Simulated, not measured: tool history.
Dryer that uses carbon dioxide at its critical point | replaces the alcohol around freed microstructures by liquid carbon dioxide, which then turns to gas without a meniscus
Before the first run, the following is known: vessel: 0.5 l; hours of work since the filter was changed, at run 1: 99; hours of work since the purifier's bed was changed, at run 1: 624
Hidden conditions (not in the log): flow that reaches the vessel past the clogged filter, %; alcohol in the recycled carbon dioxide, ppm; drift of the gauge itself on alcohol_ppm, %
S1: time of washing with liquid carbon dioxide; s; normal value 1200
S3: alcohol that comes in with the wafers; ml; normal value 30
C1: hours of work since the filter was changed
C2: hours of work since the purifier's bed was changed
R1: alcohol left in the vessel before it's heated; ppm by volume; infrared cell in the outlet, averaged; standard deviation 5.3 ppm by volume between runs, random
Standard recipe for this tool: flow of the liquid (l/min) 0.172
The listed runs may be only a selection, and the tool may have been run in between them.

run 1 day=0.000 | S1=1200 flow_of_the_liquid_(l/min)=0.172 S3=30 | C1=99 C2=624 | R1=213
run 2 day=1.100 | S1=1200 flow_of_the_liquid_(l/min)=0.172 S3=30 | C1=120 C2=645 | R1=215
run 3 day=2.154 | S1=1200 flow_of_the_liquid_(l/min)=0.172 S3=30 | C1=140 C2=665 | R1=230
run 4 day=3.967 | S1=1200 flow_of_the_liquid_(l/min)=0.172 S3=30 | C1=175 C2=700 | R1=249
-- day=4.117 inlet filter changed
run 5 day=5.550 | S1=1920 flow_of_the_liquid_(l/min)=0.172 S3=30 | C1=27 C2=729 | R1=82
run 6 day=7.067 | S1=1200 flow_of_the_liquid_(l/min)=0.172 S3=30 | C1=56 C2=758 | R1=209
run 7 day=8.825 | S1=1200 flow_of_the_liquid_(l/min)=0.238 S3=42 | C1=90 C2=792 | R1=94
run 8 day=9.646 | S1=1140 flow_of_the_liquid_(l/min)=0.130 S3=88 | C1=106 C2=807 | R1=2320

Run 9 is up next; what results do you expect?
run 9 day=10.812 | S1=1500 flow_of_the_liquid_(l/min)=0.221 S3=38 | C1=128 C2=830 | R1=?

R1: 90 ppm by volume
With the hidden condition absent and the run-to-run variation left alone, this run would have shown R1 15 ppm by volume.
